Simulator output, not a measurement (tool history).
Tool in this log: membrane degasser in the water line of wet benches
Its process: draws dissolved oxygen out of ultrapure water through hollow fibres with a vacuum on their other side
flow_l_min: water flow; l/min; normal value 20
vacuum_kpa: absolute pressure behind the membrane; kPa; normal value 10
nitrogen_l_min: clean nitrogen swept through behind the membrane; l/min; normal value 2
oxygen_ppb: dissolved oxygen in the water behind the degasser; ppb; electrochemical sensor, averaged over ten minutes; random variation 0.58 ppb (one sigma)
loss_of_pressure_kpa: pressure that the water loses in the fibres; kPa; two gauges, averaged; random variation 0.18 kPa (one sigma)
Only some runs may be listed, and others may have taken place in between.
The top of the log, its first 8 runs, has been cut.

run	hour	flow_l_min	vacuum_kpa	nitrogen_l_min	oxygen_ppb	loss_of_pressure_kpa
9	1992.7	20	10	2	170.2	49.68
# hour 2138.9: seals of the vacuum lines changed
10	2223.5	20	11	2	186.5	49.74
11	2449.3	20	10	2	164	49.54
12	2597.6	20	10	2	164.5	49.96
13	2834.5	20	10	2	165.3	49.67
14	3057.2	20	10	2	165.6	49.88
15	3338.7	20	10	2	165.9	49.97
16	3650.4	20	10	2	166.1	50.11
17	3849.9	20	10	2	167.2	50.07
# hour 3903.8: vacuum gauge calibrated
18	4029.9	13	6	2	45.6	32.73

Predict the results of run 19:
19	4296.1	13	6	2	?	?

{"run 19": {"oxygen_ppb": 45.9, "loss_of_pressure_kpa": 32.83}}
Were there no unlogged condition in the tool, this run, its random variation unchanged, would have produced oxygen_ppb 44.8 ppb, loss_of_pressure_kpa 31.84 kPa.
